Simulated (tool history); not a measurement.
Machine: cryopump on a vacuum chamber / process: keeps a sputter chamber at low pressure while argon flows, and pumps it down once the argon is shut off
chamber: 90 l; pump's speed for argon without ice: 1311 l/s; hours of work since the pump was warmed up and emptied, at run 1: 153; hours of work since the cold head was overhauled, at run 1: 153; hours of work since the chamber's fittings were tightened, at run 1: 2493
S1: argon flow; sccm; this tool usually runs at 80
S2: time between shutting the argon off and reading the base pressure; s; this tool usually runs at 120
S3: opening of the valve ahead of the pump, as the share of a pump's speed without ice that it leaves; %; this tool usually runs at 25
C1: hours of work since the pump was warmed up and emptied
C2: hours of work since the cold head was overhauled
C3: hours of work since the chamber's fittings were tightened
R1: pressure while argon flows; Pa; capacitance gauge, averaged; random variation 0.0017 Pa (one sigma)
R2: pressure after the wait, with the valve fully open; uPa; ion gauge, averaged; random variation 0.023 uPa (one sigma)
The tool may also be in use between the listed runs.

run	hour	S1	S2	S3	C1	C2	C3	R1	R2
1	0.0	80	120	25	153	153	2493	0.4165	1.26
2	10.2	80	120	25	157	157	2497	0.4186	1.29
3	28.1	80	120	25	166	166	2506	0.4176	1.28
4	42.9	80	120	25	172	172	2512	0.4179	1.28
5	54.2	80	120	25	178	178	2518	0.4161	1.35
6	65.9	88	120	25	183	183	2523	0.4619	1.30
7	83.3	88	120	25	191	191	2531	0.4635	1.26
8	99.5	88	120	25	199	199	2539	0.4602	1.26
9	108.7	80	120	48	203	203	2543	0.2217	1.28
10	123.8	80	120	48	210	210	2550	0.2223	1.30
11	131.3	80	120	48	213	213	2553	0.2221	1.34
12	147.9	80	120	48	221	221	2561	0.2214	1.26
13	159.1	80	120	48	226	226	2566	0.2211	1.31
14	168.0	80	120	48	230	230	2570	0.2232	1.33
15	178.4	80	120	25	235	235	2575	0.4206	1.34
16	187.5	35	120	25	239	239	2579	0.1842	1.31
17	196.4	80	120	25	243	243	2583	0.4216	1.31
18	214.8	80	120	25	252	252	2592	0.4216	1.30
19	232.4	80	94	37	260	260	2600	0.2867	1.46
20	250.4	33	33	20	268	268	2608	0.2162	2.92
21	258.7	33	33	20	272	272	2612	0.2152	2.85
22	271.3	37	289	31	278	278	2618	0.1580	0.98
23	281.8	37	289	31	283	283	2623	0.1576	1.01
24	295.9	33	65	35	289	289	2629	0.1257	1.86
25	312.3	91	211	38	297	297	2637	0.3197	1.05

What will run 26 give?
26	323.6	91	211	38	302	302	2642	?	?

For run 26 the tool returned R1 0.3184 Pa, R2 1.06 uPa.
Minus the tool's unlogged condition, the same run would have read R1 0.3071 Pa, R2 0.56 uPa.
